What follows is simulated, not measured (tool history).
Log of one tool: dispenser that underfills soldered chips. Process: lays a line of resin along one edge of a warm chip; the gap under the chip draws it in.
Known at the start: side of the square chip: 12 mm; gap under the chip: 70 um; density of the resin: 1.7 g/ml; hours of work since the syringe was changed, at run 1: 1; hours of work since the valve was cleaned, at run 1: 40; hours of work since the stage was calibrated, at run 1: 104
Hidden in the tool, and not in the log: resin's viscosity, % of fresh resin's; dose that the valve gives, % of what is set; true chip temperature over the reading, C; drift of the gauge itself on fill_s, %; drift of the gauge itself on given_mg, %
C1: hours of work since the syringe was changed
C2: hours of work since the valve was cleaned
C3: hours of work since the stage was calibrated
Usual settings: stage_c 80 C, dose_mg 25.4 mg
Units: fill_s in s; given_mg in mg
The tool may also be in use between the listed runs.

Run 1, day 0.000: usual settings; C1 1; C2 40; C3 104. Result: fill_s 42.6 s, given_mg 24.69 mg.
Run 2, day 0.096: usual settings; C1 3; C2 41; C3 105. Result: fill_s 46.7 s, given_mg 24.91 mg.
Run 3, day 0.217: usual settings but dose_mg 22.5 mg; C1 5; C2 43; C3 107. Result: fill_s 53.4 s, given_mg 21.65 mg.
Run 4, day 0.350: usual settings; C1 7; C2 45; C3 109. Result: fill_s 58.3 s, given_mg 24.50 mg.
At day 0.462: new syringe of resin.
Run 5, day 0.525: usual settings but stage_c 83 C; C1 1; C2 48; C3 112. Result: fill_s 37.0 s, given_mg 24.53 mg.
Run 6, day 0.638: usual settings but stage_c 83 C; C1 3; C2 50; C3 113. Result: fill_s 40.8 s, given_mg 24.42 mg.
Run 7, day 0.746: usual settings but dose_mg 21.7 mg; C1 4; C2 51; C3 115. Result: fill_s 52.9 s, given_mg 20.82 mg.
Run 8, day 0.946: usual settings but dose_mg 21.7 mg; C1 7; C2 54; C3 118. Result: fill_s 63.4 s, given_mg 20.66 mg.
At day 1.025: new syringe of resin.
Run 9, day 1.067: usual settings but dose_mg 21.7 mg; C1 1; C2 56; C3 120. Result: fill_s 43.3 s, given_mg 20.94 mg.
Run 10, day 1.250: usual settings but dose_mg 25.3 mg; C1 4; C2 59; C3 123. Result: fill_s 49.0 s, given_mg 24.23 mg.
Run 11, day 1.421: usual settings but dose_mg 25.3 mg; C1 6; C2 62; C3 125. Result: fill_s 57.2 s, given_mg 24.00 mg.
At day 1.575: new syringe of resin.
Run 12, day 1.633: usual settings but stage_c 91 C; C1 1; C2 65; C3 128. Result: fill_s 25.5 s, given_mg 24.23 mg.
Run 13, day 1.804: usual settings but stage_c 91 C, dose_mg 26.4 mg; C1 4; C2 67; C3 131. Result: fill_s 29.3 s, given_mg 25.19 mg.
Run 14, day 2.012: usual settings but stage_c 69 C, dose_mg 22.9 mg; C1 7; C2 70; C3 134. Result: fill_s 101.5 s, given_mg 21.38 mg.
At day 2.117: new syringe of resin.
Run 15, day 2.188: usual settings but stage_c 77 C, dose_mg 22.7 mg; C1 1; C2 73; C3 137. Result: fill_s 50.5 s, given_mg 21.36 mg.
Run 16, day 2.358: usual settings but stage_c 78 C, dose_mg 22.1 mg; C1 4; C2 76; C3 139. Result: fill_s 55.8 s, given_mg 20.81 mg.
Run 17, day 2.558: usual settings but stage_c 93 C, dose_mg 28.7 mg; C1 7; C2 79; C3 143. Result: fill_s 31.9 s, given_mg 26.89 mg.
At day 2.675: new syringe of resin.
Run 18, day 2.796: usual settings but stage_c 73 C, dose_mg 22.0 mg; C1 2; C2 82; C3 146. Result: fill_s 65.2 s, given_mg 20.47 mg.
Run 19, day 2.917: usual settings but stage_c 69 C; C1 4; C2 84; C3 148. Result: fill_s 81.4 s, given_mg 23.61 mg.
Run 20, day 3.008: usual settings but stage_c 69 C; C1 5; C2 85; C3 149. Result: fill_s 89.0 s, given_mg 23.59 mg.
Run 21, day 3.104: usual settings but dose_mg 24.1 mg; C1 7; C2 87; C3 151. Result: fill_s 57.5 s, given_mg 22.46 mg.
At day 3.217: new syringe of resin.
Run 22, day 3.304: usual settings but dose_mg 24.1 mg; C1 1; C2 90; C3 154. Result: fill_s 44.8 s, given_mg 22.25 mg.
Run 23, day 3.488: usual settings but stage_c 86 C, dose_mg 23.8 mg; C1 4; C2 93; C3 156. Result: fill_s 38.5 s, given_mg 22.20 mg.
Run 24, day 3.650: usual settings but stage_c 86 C, dose_mg 23.8 mg; C1 7; C2 95; C3 159. Result: fill_s 45.4 s, given_mg 21.98 mg.

5 ways to go on from here, each from the tool as it stands after run 24. What would each give?
At day 3.775: new syringe of resin.
Run A, day 3.842: usual settings but stage_c 93 C, dose_mg 30.7 mg; C1 1; C2 98; C3 162. Result: fill_s ?, given_mg ?.
At day 3.775: new syringe of resin.
Run B, day 3.842: usual settings; C1 1; C2 98; C3 162. Result: fill_s ?, given_mg ?.
At day 3.775: new syringe of resin.
Run C, day 3.842: usual settings but stage_c 86 C, dose_mg 30.7 mg; C1 1; C2 98; C3 162. Result: fill_s ?, given_mg ?.
At day 3.775: new syringe of resin.
Run D, day 3.842: usual settings but stage_c 76 C, dose_mg 23.8 mg; C1 1; C2 98; C3 162. Result: fill_s ?, given_mg ?.
At day 3.775: new syringe of resin.
Run E, day 3.842: usual settings but stage_c 89 C, dose_mg 24.1 mg; C1 1; C2 98; C3 162. Result: fill_s ?, given_mg ?.

run  fill_s  given_mg
  A    23.2     28.22
  B    42.7     23.35
  C    31.2     28.39
  D    52.4     22.00
  E    28.8     22.26
Without the tool's hidden state the same runs would have given:
run  fill_s  given_mg
  A    22.4     30.65
  B    40.7     25.37
  C    30.0     30.84
  D    49.7     23.89
  E    27.3     24.17
